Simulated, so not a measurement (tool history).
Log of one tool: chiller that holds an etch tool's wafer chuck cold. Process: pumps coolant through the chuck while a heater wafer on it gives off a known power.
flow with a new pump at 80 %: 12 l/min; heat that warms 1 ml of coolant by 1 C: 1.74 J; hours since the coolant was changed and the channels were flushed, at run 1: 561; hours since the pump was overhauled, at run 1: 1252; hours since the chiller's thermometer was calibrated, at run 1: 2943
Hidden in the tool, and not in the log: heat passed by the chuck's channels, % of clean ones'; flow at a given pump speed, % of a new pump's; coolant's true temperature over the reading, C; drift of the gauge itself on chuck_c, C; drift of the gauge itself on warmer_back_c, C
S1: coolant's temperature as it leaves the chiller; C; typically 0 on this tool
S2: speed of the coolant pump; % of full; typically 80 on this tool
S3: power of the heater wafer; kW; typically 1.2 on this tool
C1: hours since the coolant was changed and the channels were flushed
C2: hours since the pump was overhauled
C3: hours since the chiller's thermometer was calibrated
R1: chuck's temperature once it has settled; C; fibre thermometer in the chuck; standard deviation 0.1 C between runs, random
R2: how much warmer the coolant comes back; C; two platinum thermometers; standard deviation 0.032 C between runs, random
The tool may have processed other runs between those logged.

run,day,S1,S2,S3,C1,C2,C3,R1,R2
1,0,0,80,1.2,561,1252,2943,9.1,3.55
2,0.712,0,80,1.2,578,1269,2960,8.9,3.59
3,1.788,-5,80,1.2,604,1295,2986,4.1,3.54
4,2.767,-5,100,1.2,627,1318,3010,2.4,2.8
5,3.504,-5,100,1.2,645,1336,3027,2.4,2.76
6,4.142,-2,100,1.2,660,1351,3043,5.6,2.79
7,4.921,-2,100,1.2,679,1370,3061,5.6,2.82
8,5.946,0,84,1.2,703,1395,3086,8.7,3.41
9,7.204,0,79,1.567,734,1425,3116,11.9,4.76
10,8.246,0,79,1.567,759,1450,3141,12,4.77
11,8.975,-10,64,1.589,776,1467,3159,4.8,6.06
12,9.833,-2,79,1.2,797,1488,3179,7.2,3.6
13,11,-6,96,1.2,825,1516,3207,1.8,2.88
14,11.929,-6,96,1.2,847,1538,3230,1.8,2.95
15,13.171,-6,96,1.2,877,1568,3259,1.8,2.92

Some steps in R1, run to run, broken into two amounts with sign: the step expected even without the hidden condition (settings, incoming material, random variation), and the rest, left for the hidden condition together with whatever gauge scatter is not in both the measured and the hidden-condition-free result:
Run 10 -> 11: S1 0 -> -10, S2 79 -> 64, S3 1.567 -> 1.589. R1 -7.2 C: hidden state +0.3, all else -7.5.
Run 11 -> 12: S1 -10 -> -2, S2 64 -> 79, S3 1.589 -> 1.2. R1 +2.4 C: hidden state -0.4, all else +2.8.
